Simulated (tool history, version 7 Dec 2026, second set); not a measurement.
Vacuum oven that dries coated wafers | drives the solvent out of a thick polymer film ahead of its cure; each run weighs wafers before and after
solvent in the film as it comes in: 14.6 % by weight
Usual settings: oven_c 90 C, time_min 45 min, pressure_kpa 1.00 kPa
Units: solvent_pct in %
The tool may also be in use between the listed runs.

Run 1, hour 0.0: usual settings. Result: solvent_pct 2.71 %.
Run 2, hour 6.0: usual settings. Result: solvent_pct 2.71 %.
Run 3, hour 14.1: usual settings. Result: solvent_pct 2.71 %.
Run 4, hour 25.7: usual settings. Result: solvent_pct 2.73 %.
Run 5, hour 34.0: usual settings. Result: solvent_pct 2.72 %.
Run 6, hour 39.7: usual settings. Result: solvent_pct 2.71 %.
Run 7, hour 45.6: usual settings. Result: solvent_pct 2.71 %.
Run 8, hour 57.4: usual settings but oven_c 103 C. Result: solvent_pct 1.06 %.
Run 9, hour 65.7: usual settings but pressure_kpa 0.97 kPa. Result: solvent_pct 2.68 %.
Run 10, hour 74.3: usual settings but oven_c 82 C, time_min 27 min, pressure_kpa 0.57 kPa. Result: solvent_pct 5.90 %.
Run 11, hour 79.7: usual settings but oven_c 83 C, time_min 27 min, pressure_kpa 0.57 kPa. Result: solvent_pct 5.61 %.
Run 12, hour 90.6: usual settings but oven_c 84 C, time_min 78 min, pressure_kpa 2.76 kPa. Result: solvent_pct 5.65 %.
Run 13, hour 102.2: usual settings but oven_c 81 C, time_min 44 min, pressure_kpa 1.35 kPa. Result: solvent_pct 5.46 %.
Run 14, hour 111.4: usual settings but oven_c 81 C, time_min 44 min, pressure_kpa 1.35 kPa. Result: solvent_pct 5.42 %.
Run 15, hour 119.0: usual settings but pressure_kpa 0.73 kPa. Result: solvent_pct 2.34 %.
Run 16, hour 128.6: usual settings but oven_c 92 C, time_min 61 min, pressure_kpa 1.35 kPa. Result: solvent_pct 2.25 %.

Measured less the same run without the tool's hidden state. The same run-to-run variation is in both; the gauge's scatter may not be:
The hidden state here: true wafer temperature over the reading, C; true pressure over the reading, kPa; drift of the gauge itself on solvent_pct, %.
run  solvent_pct
  1        -0.03
  2        -0.02
  3        -0.03
  4        -0.02
  5        -0.02
  6        -0.03
  7        -0.02
  8        +0.00
  9        -0.02
 10        -0.05
 11        -0.05
 12        -0.04
 13        -0.05
 14        -0.05
 15        -0.02
 16        +0.00

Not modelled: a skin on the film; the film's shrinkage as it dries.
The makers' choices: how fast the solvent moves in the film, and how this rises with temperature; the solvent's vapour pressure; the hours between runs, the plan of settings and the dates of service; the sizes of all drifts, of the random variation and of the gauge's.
